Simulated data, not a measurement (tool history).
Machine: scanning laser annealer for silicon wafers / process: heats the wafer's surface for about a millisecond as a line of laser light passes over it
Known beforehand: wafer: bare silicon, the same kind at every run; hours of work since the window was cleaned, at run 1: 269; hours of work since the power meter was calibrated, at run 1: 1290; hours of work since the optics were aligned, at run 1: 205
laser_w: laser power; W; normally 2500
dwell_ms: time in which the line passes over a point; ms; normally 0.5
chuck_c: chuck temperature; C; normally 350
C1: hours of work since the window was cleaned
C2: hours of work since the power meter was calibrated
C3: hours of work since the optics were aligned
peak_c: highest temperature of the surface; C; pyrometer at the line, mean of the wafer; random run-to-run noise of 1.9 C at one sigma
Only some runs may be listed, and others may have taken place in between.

{"run": 1, "hour": 0.0, "laser_w": 2500, "dwell_ms": 0.5, "chuck_c": 350, "C1": 269, "C2": 1290, "C3": 205, "peak_c": 1127}
{"run": 2, "hour": 35.3, "laser_w": 2500, "dwell_ms": 0.5, "chuck_c": 350, "C1": 293, "C2": 1314, "C3": 229, "peak_c": 1123}
{"run": 3, "hour": 98.9, "laser_w": 2500, "dwell_ms": 0.435, "chuck_c": 350, "C1": 337, "C2": 1357, "C3": 273, "peak_c": 1064}
{"run": 4, "hour": 160.4, "laser_w": 2500, "dwell_ms": 0.5, "chuck_c": 350, "C1": 379, "C2": 1400, "C3": 315, "peak_c": 1109}
{"run": 5, "hour": 198.2, "laser_w": 2500, "dwell_ms": 0.592, "chuck_c": 350, "C1": 405, "C2": 1426, "C3": 341, "peak_c": 1182}
{"run": 6, "hour": 241.5, "laser_w": 2500, "dwell_ms": 0.592, "chuck_c": 350, "C1": 435, "C2": 1455, "C3": 371, "peak_c": 1174}
{"run": 7, "hour": 274.8, "laser_w": 2500, "dwell_ms": 0.5, "chuck_c": 350, "C1": 458, "C2": 1478, "C3": 393, "peak_c": 1099}
{"hour": 306.3, "done": "window over the wafer cleaned"}
{"run": 8, "hour": 328.9, "laser_w": 2500, "dwell_ms": 0.5, "chuck_c": 350, "C1": 16, "C2": 1514, "C3": 429, "peak_c": 1142}
{"run": 9, "hour": 379.8, "laser_w": 2299, "dwell_ms": 0.5, "chuck_c": 350, "C1": 50, "C2": 1549, "C3": 464, "peak_c": 1068}
{"run": 10, "hour": 439.6, "laser_w": 2500, "dwell_ms": 0.5, "chuck_c": 311, "C1": 91, "C2": 1590, "C3": 505, "peak_c": 1094}
{"run": 11, "hour": 496.1, "laser_w": 2500, "dwell_ms": 0.5, "chuck_c": 311, "C1": 130, "C2": 1629, "C3": 544, "peak_c": 1087}
{"run": 12, "hour": 533.1, "laser_w": 2500, "dwell_ms": 0.5, "chuck_c": 350, "C1": 156, "C2": 1654, "C3": 569, "peak_c": 1124}
{"run": 13, "hour": 573.2, "laser_w": 2500, "dwell_ms": 0.441, "chuck_c": 350, "C1": 183, "C2": 1682, "C3": 597, "peak_c": 1068}
{"run": 14, "hour": 603.3, "laser_w": 2500, "dwell_ms": 0.441, "chuck_c": 350, "C1": 204, "C2": 1702, "C3": 618, "peak_c": 1071}
{"run": 15, "hour": 646.3, "laser_w": 2500, "dwell_ms": 0.568, "chuck_c": 350, "C1": 233, "C2": 1732, "C3": 647, "peak_c": 1174}
{"run": 16, "hour": 679.7, "laser_w": 2500, "dwell_ms": 0.568, "chuck_c": 350, "C1": 256, "C2": 1755, "C3": 670, "peak_c": 1169}
{"run": 17, "hour": 741.4, "laser_w": 2500, "dwell_ms": 0.568, "chuck_c": 350, "C1": 299, "C2": 1797, "C3": 712, "peak_c": 1162}
{"run": 18, "hour": 798.7, "laser_w": 2239, "dwell_ms": 0.5, "chuck_c": 350, "C1": 338, "C2": 1836, "C3": 752, "peak_c": 1016}
{"hour": 814.3, "done": "optics aligned, line set to its width"}
{"run": 19, "hour": 841.6, "laser_w": 2274, "dwell_ms": 0.5, "chuck_c": 350, "C1": 364, "C2": 1863, "C3": 19, "peak_c": 1041}
{"run": 20, "hour": 870.6, "laser_w": 2274, "dwell_ms": 0.5, "chuck_c": 350, "C1": 384, "C2": 1882, "C3": 39, "peak_c": 1036}
{"run": 21, "hour": 899.8, "laser_w": 2500, "dwell_ms": 0.5, "chuck_c": 350, "C1": 404, "C2": 1902, "C3": 59, "peak_c": 1112}
{"run": 22, "hour": 945.7, "laser_w": 2500, "dwell_ms": 0.5, "chuck_c": 350, "C1": 435, "C2": 1934, "C3": 90, "peak_c": 1108}
{"run": 23, "hour": 995.0, "laser_w": 2679, "dwell_ms": 0.583, "chuck_c": 350, "C1": 469, "C2": 1968, "C3": 124, "peak_c": 1237}
{"hour": 1012.7, "done": "window over the wafer cleaned"}
{"run": 24, "hour": 1037.1, "laser_w": 2679, "dwell_ms": 0.583, "chuck_c": 350, "C1": 17, "C2": 1995, "C3": 152, "peak_c": 1284}
{"run": 25, "hour": 1068.3, "laser_w": 2183, "dwell_ms": 0.521, "chuck_c": 366, "C1": 38, "C2": 2017, "C3": 173, "peak_c": 1064}
{"run": 26, "hour": 1100.2, "laser_w": 2655, "dwell_ms": 0.433, "chuck_c": 365, "C1": 60, "C2": 2039, "C3": 195, "peak_c": 1146}
{"run": 27, "hour": 1130.7, "laser_w": 2158, "dwell_ms": 0.399, "chuck_c": 319, "C1": 81, "C2": 2060, "C3": 216, "peak_c": 911}

The next listed run, before its measurement:
{"run": 28, "hour": 1198.8, "laser_w": 2599, "dwell_ms": 0.5, "chuck_c": 350, "C1": 128, "C2": 2106, "C3": 263, "peak_c": "?"}

peak_c: 1168 C
Were there no unlogged condition in the tool, this run, its random variation unchanged, would have produced peak_c 1196 C.

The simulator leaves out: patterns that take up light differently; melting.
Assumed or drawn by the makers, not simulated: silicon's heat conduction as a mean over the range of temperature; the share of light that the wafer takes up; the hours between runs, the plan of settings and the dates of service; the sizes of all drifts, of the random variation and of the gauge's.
